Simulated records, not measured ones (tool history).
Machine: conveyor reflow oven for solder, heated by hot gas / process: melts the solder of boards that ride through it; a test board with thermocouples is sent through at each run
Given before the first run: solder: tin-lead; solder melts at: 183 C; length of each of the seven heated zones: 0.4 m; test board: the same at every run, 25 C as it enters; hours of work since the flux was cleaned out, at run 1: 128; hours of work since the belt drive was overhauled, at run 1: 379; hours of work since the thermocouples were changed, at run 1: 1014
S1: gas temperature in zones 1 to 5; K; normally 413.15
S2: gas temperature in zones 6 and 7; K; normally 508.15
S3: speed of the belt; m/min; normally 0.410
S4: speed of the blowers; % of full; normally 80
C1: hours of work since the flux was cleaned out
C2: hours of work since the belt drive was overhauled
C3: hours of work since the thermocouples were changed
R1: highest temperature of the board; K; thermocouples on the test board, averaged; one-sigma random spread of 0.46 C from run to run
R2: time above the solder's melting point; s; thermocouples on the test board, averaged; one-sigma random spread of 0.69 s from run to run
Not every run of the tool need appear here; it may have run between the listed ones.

{"run": 1, "hour": 0.0, "S1": 413.15, "S2": 508.15, "S3": 0.41, "S4": 80, "C1": 128, "C2": 379, "C3": 1014, "R1": 495.25, "R2": 98.1}
{"run": 2, "hour": 18.5, "S1": 413.15, "S2": 508.15, "S3": 0.41, "S4": 80, "C1": 137, "C2": 389, "C3": 1023, "R1": 495.25, "R2": 96.8}
{"run": 3, "hour": 29.1, "S1": 413.15, "S2": 508.15, "S3": 0.41, "S4": 80, "C1": 142, "C2": 394, "C3": 1029, "R1": 494.85, "R2": 96.2}
{"run": 4, "hour": 44.5, "S1": 413.15, "S2": 508.15, "S3": 0.41, "S4": 80, "C1": 150, "C2": 401, "C3": 1036, "R1": 495.95, "R2": 97.5}
{"run": 5, "hour": 60.6, "S1": 413.15, "S2": 508.15, "S3": 0.41, "S4": 80, "C1": 158, "C2": 409, "C3": 1044, "R1": 495.85, "R2": 96.0}
{"run": 6, "hour": 73.1, "S1": 413.15, "S2": 508.15, "S3": 0.41, "S4": 80, "C1": 164, "C2": 415, "C3": 1050, "R1": 495.65, "R2": 95.6}
{"run": 7, "hour": 91.2, "S1": 413.15, "S2": 508.15, "S3": 0.41, "S4": 80, "C1": 173, "C2": 424, "C3": 1059, "R1": 495.35, "R2": 96.6}
{"hour": 98.8, "done": "thermocouples of zones 6 and 7 changed"}
{"run": 8, "hour": 103.8, "S1": 413.15, "S2": 508.15, "S3": 0.41, "S4": 80, "C1": 178, "C2": 429, "C3": 2, "R1": 495.45, "R2": 97.5}
{"run": 9, "hour": 115.7, "S1": 413.15, "S2": 508.15, "S3": 0.41, "S4": 80, "C1": 184, "C2": 435, "C3": 8, "R1": 495.95, "R2": 97.1}
{"run": 10, "hour": 124.4, "S1": 413.15, "S2": 508.15, "S3": 0.41, "S4": 80, "C1": 188, "C2": 440, "C3": 13, "R1": 495.65, "R2": 97.1}
{"hour": 129.4, "done": "belt drive overhauled, speed set with a stopwatch"}
{"run": 11, "hour": 145.4, "S1": 413.15, "S2": 508.15, "S3": 0.41, "S4": 80, "C1": 197, "C2": 8, "C3": 21, "R1": 496.35, "R2": 96.7}
{"run": 12, "hour": 155.5, "S1": 413.15, "S2": 508.15, "S3": 0.41, "S4": 80, "C1": 202, "C2": 13, "C3": 26, "R1": 495.85, "R2": 97.1}
{"run": 13, "hour": 164.4, "S1": 413.15, "S2": 513.15, "S3": 0.41, "S4": 80, "C1": 206, "C2": 17, "C3": 30, "R1": 499.95, "R2": 101.7}
{"run": 14, "hour": 181.0, "S1": 413.15, "S2": 508.15, "S3": 0.41, "S4": 80, "C1": 214, "C2": 25, "C3": 38, "R1": 496.35, "R2": 96.2}
{"run": 15, "hour": 189.3, "S1": 418.15, "S2": 504.15, "S3": 0.464, "S4": 80, "C1": 218, "C2": 29, "C3": 42, "R1": 490.65, "R2": 82.9}
{"run": 16, "hour": 206.1, "S1": 421.15, "S2": 517.15, "S3": 0.41, "S4": 80, "C1": 226, "C2": 38, "C3": 51, "R1": 505.15, "R2": 110.4}
{"hour": 221.3, "done": "belt drive overhauled, speed set with a stopwatch, once more"}
{"run": 17, "hour": 229.1, "S1": 410.15, "S2": 502.15, "S3": 0.356, "S4": 88, "C1": 236, "C2": 4, "C3": 60, "R1": 493.35, "R2": 109.5}
{"run": 18, "hour": 237.9, "S1": 413.15, "S2": 508.15, "S3": 0.41, "S4": 79, "C1": 240, "C2": 8, "C3": 64, "R1": 495.15, "R2": 96.2}
{"run": 19, "hour": 245.9, "S1": 413.15, "S2": 508.15, "S3": 0.41, "S4": 79, "C1": 244, "C2": 12, "C3": 68, "R1": 494.25, "R2": 95.5}
{"run": 20, "hour": 257.1, "S1": 399.15, "S2": 520.15, "S3": 0.41, "S4": 54, "C1": 249, "C2": 18, "C3": 74, "R1": 496.55, "R2": 87.2}
{"run": 21, "hour": 271.5, "S1": 399.15, "S2": 520.15, "S3": 0.41, "S4": 54, "C1": 256, "C2": 25, "C3": 81, "R1": 496.55, "R2": 88.5}
{"run": 22, "hour": 281.5, "S1": 399.15, "S2": 520.15, "S3": 0.41, "S4": 54, "C1": 261, "C2": 30, "C3": 86, "R1": 496.75, "R2": 88.9}
{"run": 23, "hour": 298.2, "S1": 413.15, "S2": 499.15, "S3": 0.41, "S4": 53, "C1": 270, "C2": 38, "C3": 94, "R1": 479.95, "R2": 74.4}
{"run": 24, "hour": 317.5, "S1": 413.15, "S2": 499.15, "S3": 0.41, "S4": 53, "C1": 279, "C2": 47, "C3": 103, "R1": 480.95, "R2": 74.1}
{"run": 25, "hour": 325.7, "S1": 413.15, "S2": 499.15, "S3": 0.41, "S4": 53, "C1": 283, "C2": 51, "C3": 107, "R1": 481.05, "R2": 74.4}
{"run": 26, "hour": 340.9, "S1": 424.15, "S2": 496.15, "S3": 0.489, "S4": 80, "C1": 291, "C2": 59, "C3": 115, "R1": 480.95, "R2": 70.6}
{"run": 27, "hour": 354.8, "S1": 399.15, "S2": 508.15, "S3": 0.398, "S4": 80, "C1": 297, "C2": 66, "C3": 122, "R1": 492.65, "R2": 89.6}
{"run": 28, "hour": 369.9, "S1": 427.15, "S2": 514.15, "S3": 0.41, "S4": 85, "C1": 305, "C2": 73, "C3": 129, "R1": 502.55, "R2": 109.8}

Consider 4 possible next runs. They are alternatives, not a sequence: every one starts from the tool as it was left by run 28. What does each give?
{"run": "A", "hour": 384.6, "S1": 404.15, "S2": 508.15, "S3": 0.397, "S4": 65, "C1": 312, "C2": 80, "C3": 136, "R1": "?", "R2": "?"}
{"run": "B", "hour": 384.6, "S1": 413.15, "S2": 508.15, "S3": 0.475, "S4": 80, "C1": 312, "C2": 80, "C3": 136, "R1": "?", "R2": "?"}
{"run": "C", "hour": 384.6, "S1": 425.15, "S2": 514.15, "S3": 0.401, "S4": 76, "C1": 312, "C2": 80, "C3": 136, "R1": "?", "R2": "?"}
{"run": "D", "hour": 384.6, "S1": 420.15, "S2": 508.15, "S3": 0.366, "S4": 79, "C1": 312, "C2": 80, "C3": 136, "R1": "?", "R2": "?"}

run=A R1=491.05 R2=88.3
run=B R1=489.75 R2=75.7
run=C R1=500.75 R2=110.4
run=D R1=498.55 R2=115.5
Without the tool's hidden state the same runs would have given:
run=A R1=494.45 R2=92.6
run=B R1=493.65 R2=79.9
run=C R1=503.85 R2=112.2
run=D R1=501.35 R2=117.9
